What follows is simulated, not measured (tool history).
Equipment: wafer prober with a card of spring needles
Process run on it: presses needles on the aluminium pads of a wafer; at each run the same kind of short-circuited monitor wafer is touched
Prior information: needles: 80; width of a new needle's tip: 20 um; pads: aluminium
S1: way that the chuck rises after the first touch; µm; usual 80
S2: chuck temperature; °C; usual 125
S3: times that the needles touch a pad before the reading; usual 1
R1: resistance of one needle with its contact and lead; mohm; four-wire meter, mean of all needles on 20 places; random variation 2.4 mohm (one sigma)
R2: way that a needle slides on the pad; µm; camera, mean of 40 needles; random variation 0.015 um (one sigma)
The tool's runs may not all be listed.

{"run": 1, "hour": 0.0, "S1": 80, "S2": 125, "S3": 1, "R1": 293, "R2": 10.22}
{"hour": 5.7, "done": "tips cleaned on abrasive film"}
{"hour": 19.3, "done": "tips cleaned on abrasive film"}
{"run": 2, "hour": 32.2, "S1": 80, "S2": 125, "S3": 1, "R1": 295, "R2": 10.19}
{"hour": 35.5, "done": "tips cleaned on abrasive film"}
{"hour": 49.0, "done": "tips cleaned on abrasive film"}
{"run": 3, "hour": 62.1, "S1": 80, "S2": 125, "S3": 1, "R1": 295, "R2": 10.19}
{"hour": 64.1, "done": "tips cleaned on abrasive film"}
{"hour": 77.9, "done": "tips cleaned on abrasive film"}
{"hour": 92.5, "done": "tips cleaned on abrasive film"}
{"run": 4, "hour": 100.7, "S1": 80, "S2": 125, "S3": 1, "R1": 293, "R2": 10.17}
{"hour": 106.8, "done": "tips cleaned on abrasive film"}
{"hour": 121.0, "done": "tips cleaned on abrasive film"}
{"run": 5, "hour": 132.1, "S1": 80, "S2": 125, "S3": 1, "R1": 296, "R2": 10.15}
{"hour": 134.7, "done": "tips cleaned on abrasive film"}
{"hour": 148.8, "done": "tips cleaned on abrasive film"}
{"run": 6, "hour": 158.0, "S1": 80, "S2": 125, "S3": 1, "R1": 294, "R2": 10.16}
{"hour": 164.8, "done": "tips cleaned on abrasive film"}
{"hour": 179.8, "done": "tips cleaned on abrasive film"}
{"run": 7, "hour": 192.7, "S1": 80, "S2": 125, "S3": 1, "R1": 295, "R2": 10.13}
{"hour": 195.6, "done": "tips cleaned on abrasive film"}
{"hour": 210.3, "done": "tips cleaned on abrasive film"}
{"run": 8, "hour": 218.3, "S1": 80, "S2": 125, "S3": 1, "R1": 297, "R2": 10.11}
{"hour": 226.2, "done": "tips cleaned on abrasive film"}
{"hour": 242.4, "done": "tips cleaned on abrasive film"}
{"run": 9, "hour": 248.4, "S1": 80, "S2": 125, "S3": 1, "R1": 290, "R2": 10.1}
{"hour": 256.1, "done": "tips cleaned on abrasive film"}
{"hour": 263.5, "done": "height of the first contact set anew"}
{"hour": 271.1, "done": "tips cleaned on abrasive film"}
{"run": 10, "hour": 278.0, "S1": 80, "S2": 125, "S3": 1, "R1": 293, "R2": 10.2}
{"hour": 284.8, "done": "tips cleaned on abrasive film"}
{"hour": 299.0, "done": "tips cleaned on abrasive film"}
{"run": 11, "hour": 299.0, "S1": 80, "S2": 125, "S3": 1, "R1": 271, "R2": 10.19}
{"hour": 314.6, "done": "tips cleaned on abrasive film"}
{"run": 12, "hour": 320.4, "S1": 73, "S2": 121, "S3": 1, "R1": 295, "R2": 9.32}
{"hour": 330.6, "done": "tips cleaned on abrasive film"}
{"hour": 344.9, "done": "tips cleaned on abrasive film"}
{"run": 13, "hour": 350.8, "S1": 76, "S2": 41, "S3": 3, "R1": 262, "R2": 9.66}
{"hour": 360.9, "done": "tips cleaned on abrasive film"}
{"run": 14, "hour": 369.7, "S1": 72, "S2": 51, "S3": 2, "R1": 279, "R2": 9.15}
{"hour": 374.7, "done": "tips cleaned on abrasive film"}
{"run": 15, "hour": 387.7, "S1": 76, "S2": 66, "S3": 2, "R1": 271, "R2": 9.67}
{"hour": 389.6, "done": "tips cleaned on abrasive film"}
{"hour": 404.6, "done": "tips cleaned on abrasive film"}
{"hour": 418.1, "done": "tips cleaned on abrasive film"}
{"run": 16, "hour": 418.1, "S1": 69, "S2": 66, "S3": 2, "R1": 263, "R2": 8.73}
{"hour": 432.1, "done": "tips cleaned on abrasive film"}
{"hour": 446.1, "done": "tips cleaned on abrasive film"}
{"run": 17, "hour": 450.5, "S1": 80, "S2": 33, "S3": 3, "R1": 258, "R2": 10.14}
{"hour": 462.9, "done": "tips cleaned on abrasive film"}
{"run": 18, "hour": 466.1, "S1": 93, "S2": 73, "S3": 1, "R1": 264, "R2": 11.78}
{"hour": 477.2, "done": "tips cleaned on abrasive film"}
{"run": 19, "hour": 490.2, "S1": 93, "S2": 45, "S3": 1, "R1": 271, "R2": 11.79}
{"hour": 492.4, "done": "tips cleaned on abrasive film"}
{"hour": 508.4, "done": "tips cleaned on abrasive film"}
{"run": 20, "hour": 518.8, "S1": 73, "S2": 125, "S3": 1, "R1": 298, "R2": 9.2}
{"hour": 523.8, "done": "tips cleaned on abrasive film"}
{"hour": 539.6, "done": "tips cleaned on abrasive film"}
{"hour": 554.0, "done": "tips cleaned on abrasive film"}
{"run": 21, "hour": 557.2, "S1": 80, "S2": 51, "S3": 1, "R1": 263, "R2": 10.1}

Branching from run 21: 5 alternative next runs. What would each branch give?
{"hour": 568.4, "done": "tips cleaned on abrasive film"}
{"hour": 568.7, "done": "height of the first contact set anew"}
{"run": "A", "hour": 574.4, "S1": 80, "S2": 88, "S3": 2, "R1": "?", "R2": "?"}
{"hour": 568.4, "done": "tips cleaned on abrasive film"}
{"hour": 568.7, "done": "height of the first contact set anew"}
{"run": "B", "hour": 574.4, "S1": 69, "S2": 51, "S3": 3, "R1": "?", "R2": "?"}
{"hour": 568.4, "done": "tips cleaned on abrasive film"}
{"hour": 568.7, "done": "height of the first contact set anew"}
{"run": "C", "hour": 574.4, "S1": 80, "S2": 70, "S3": 1, "R1": "?", "R2": "?"}
{"hour": 568.4, "done": "tips cleaned on abrasive film"}
{"hour": 568.7, "done": "height of the first contact set anew"}
{"run": "D", "hour": 574.4, "S1": 78, "S2": 51, "S3": 1, "R1": "?", "R2": "?"}
{"hour": 568.4, "done": "tips cleaned on abrasive film"}
{"hour": 568.7, "done": "height of the first contact set anew"}
{"run": "E", "hour": 574.4, "S1": 80, "S2": 42, "S3": 1, "R1": "?", "R2": "?"}

run=A R1=273 R2=10.22
run=B R1=262 R2=8.83
run=C R1=270 R2=10.22
run=D R1=271 R2=9.97
run=E R1=269 R2=10.22
With the hidden condition removed and each run's random variation left untouched, the same runs would have given:
run=A R1=263 R2=10.22
run=B R1=253 R2=8.83
run=C R1=252 R2=10.22
run=D R1=252 R2=9.97
run=E R1=250 R2=10.22
